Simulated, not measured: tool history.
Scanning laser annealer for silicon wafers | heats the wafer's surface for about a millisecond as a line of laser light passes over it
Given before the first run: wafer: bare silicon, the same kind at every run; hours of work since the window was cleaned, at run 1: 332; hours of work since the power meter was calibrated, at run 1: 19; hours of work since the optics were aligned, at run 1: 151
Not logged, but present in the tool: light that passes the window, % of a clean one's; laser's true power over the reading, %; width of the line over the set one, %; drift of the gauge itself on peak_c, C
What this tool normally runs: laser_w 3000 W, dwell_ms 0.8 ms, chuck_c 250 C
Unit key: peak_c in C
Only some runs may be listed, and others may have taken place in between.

run,hour,laser_w,dwell_ms,chuck_c,hours of work since the window was cleaned,hours of work since the power meter was calibrated,hours of work since the optics were aligned,peak_c
1,0,3000,0.8,250,332,19,151,1015
2,8.1,3000,0.8,240,335,23,155,1005
3,14.5,3000,0.8,240,338,26,158,1005
4,18.7,3000,0.8,240,340,28,160,1004
5,24.3,3000,0.8,240,343,30,162,999
6,30.2,2684,0.8,250,345,33,165,911
7,39.3,2684,0.8,250,350,37,169,910
8,48.7,2684,0.8,250,354,41,174,910
9,54.5,2684,0.8,250,357,44,176,907
10,58.8,3000,0.8,250,359,46,178,1013
11,63.4,3000,0.8,250,361,48,180,1010
12,70.1,2623,0.942,216,364,51,183,908
# hour 72.6: window over the wafer cleaned
13,76.6,2623,0.942,216,2,53,185,900
14,85.8,2623,0.942,216,6,57,190,902
# hour 89.1: window over the wafer cleaned, once more
15,92.1,2623,0.942,216,1,59,192,937
16,99,2623,0.942,216,5,62,195,934
17,104.1,2623,0.651,262,7,65,197,865
18,112.7,2941,0.8,281,11,69,201,1049
19,122,2941,0.8,281,15,73,205,1047

Hidden condition of the tool, last listed run before each entry between runs versus first listed run after:
Between runs 12 and 13: window over the wafer cleaned (hour 72.6)
  light that passes the window, % of a clean one's: 97.18 -> 96.39; width of the line over the set one, %: 0.6 -> 0.61
  measured result minus the result with no hidden state, peak_c: -28 -> -36 C
Between runs 14 and 15: window over the wafer cleaned, once more (hour 89.1)
  light that passes the window, % of a clean one's: 96.36 -> 99.82; laser's true power over the reading, %: 0.04 -> 0.05
  measured result minus the result with no hidden state, peak_c: -37 -> -5 C
